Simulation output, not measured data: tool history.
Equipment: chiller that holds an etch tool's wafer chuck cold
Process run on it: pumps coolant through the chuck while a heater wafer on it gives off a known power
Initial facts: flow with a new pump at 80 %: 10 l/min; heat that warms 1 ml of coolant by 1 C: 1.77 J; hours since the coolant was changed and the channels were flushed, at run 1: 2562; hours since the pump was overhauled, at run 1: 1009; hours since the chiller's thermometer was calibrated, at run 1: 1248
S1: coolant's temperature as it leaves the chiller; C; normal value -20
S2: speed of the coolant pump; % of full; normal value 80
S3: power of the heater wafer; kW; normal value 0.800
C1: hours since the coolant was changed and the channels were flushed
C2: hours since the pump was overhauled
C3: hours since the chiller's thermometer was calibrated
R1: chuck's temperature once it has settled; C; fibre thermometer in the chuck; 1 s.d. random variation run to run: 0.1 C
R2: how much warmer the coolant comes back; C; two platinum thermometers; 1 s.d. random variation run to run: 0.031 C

run 1 hour=0.0 | S1=-20 S2=80 S3=0.800 | C1=2562 C2=1009 C3=1248 | R1=-13.3 R2=2.79
run 2 hour=89.3 | S1=-20 S2=80 S3=0.800 | C1=2651 C2=1098 C3=1337 | R1=-13.5 R2=2.79
run 3 hour=140.0 | S1=-20 S2=80 S3=0.800 | C1=2702 C2=1149 C3=1388 | R1=-13.6 R2=2.81
run 4 hour=195.9 | S1=-20 S2=80 S3=0.800 | C1=2758 C2=1205 C3=1444 | R1=-13.5 R2=2.85
run 5 hour=264.8 | S1=-20 S2=80 S3=0.800 | C1=2827 C2=1274 C3=1513 | R1=-13.5 R2=2.85
run 6 hour=305.4 | S1=-20 S2=80 S3=0.800 | C1=2867 C2=1315 C3=1553 | R1=-13.5 R2=2.83
run 7 hour=387.4 | S1=-20 S2=80 S3=0.800 | C1=2949 C2=1397 C3=1635 | R1=-13.3 R2=2.85
-- hour=419.4 coolant changed, channels flushed
run 8 hour=447.5 | S1=-16 S2=89 S3=0.812 | C1=28 C2=1451 C3=1690 | R1=-10.4 R2=2.60
run 9 hour=516.7 | S1=-27 S2=80 S3=0.640 | C1=97 C2=1520 C3=1759 | R1=-22.2 R2=2.29
-- hour=522.4 chiller's thermometer calibrated
run 10 hour=575.0 | S1=-27 S2=80 S3=0.640 | C1=155 C2=1577 C3=53 | R1=-22.8 R2=2.30
run 11 hour=660.1 | S1=-30 S2=76 S3=1.071 | C1=240 C2=1662 C3=138 | R1=-21.6 R2=4.13
run 12 hour=731.6 | S1=-30 S2=76 S3=1.071 | C1=311 C2=1734 C3=209 | R1=-21.6 R2=4.15
-- hour=747.4 chiller's thermometer calibrated, once more
run 13 hour=785.1 | S1=-30 S2=76 S3=1.071 | C1=364 C2=1786 C3=38 | R1=-21.2 R2=4.11
run 14 hour=841.9 | S1=-30 S2=76 S3=1.071 | C1=420 C2=1843 C3=94 | R1=-21.1 R2=4.16

Table of differences, measured result less the result of that run with no hidden state. Run-to-run variation is the same in both. Gauge scatter possibly is not:
The hidden state here: heat passed by the chuck's channels, % of clean ones'; flow at a given pump speed, % of a new pump's; coolant's true temperature over the reading, C; drift of the gauge itself on chuck_c, C; drift of the gauge itself on warmer_back_c, C.
run=1 R1=+0.4 R2=+0.10
run=2 R1=+0.4 R2=+0.11
run=3 R1=+0.5 R2=+0.12
run=4 R1=+0.4 R2=+0.13
run=5 R1=+0.4 R2=+0.14
run=6 R1=+0.5 R2=+0.14
run=7 R1=+0.5 R2=+0.15
run=8 R1=-0.2 R2=+0.14
run=9 R1=-0.2 R2=+0.13
run=10 R1=-0.4 R2=+0.14
run=11 R1=-0.3 R2=+0.26
run=12 R1=-0.3 R2=+0.27
run=13 R1=+0.4 R2=+0.28
run=14 R1=+0.4 R2=+0.29
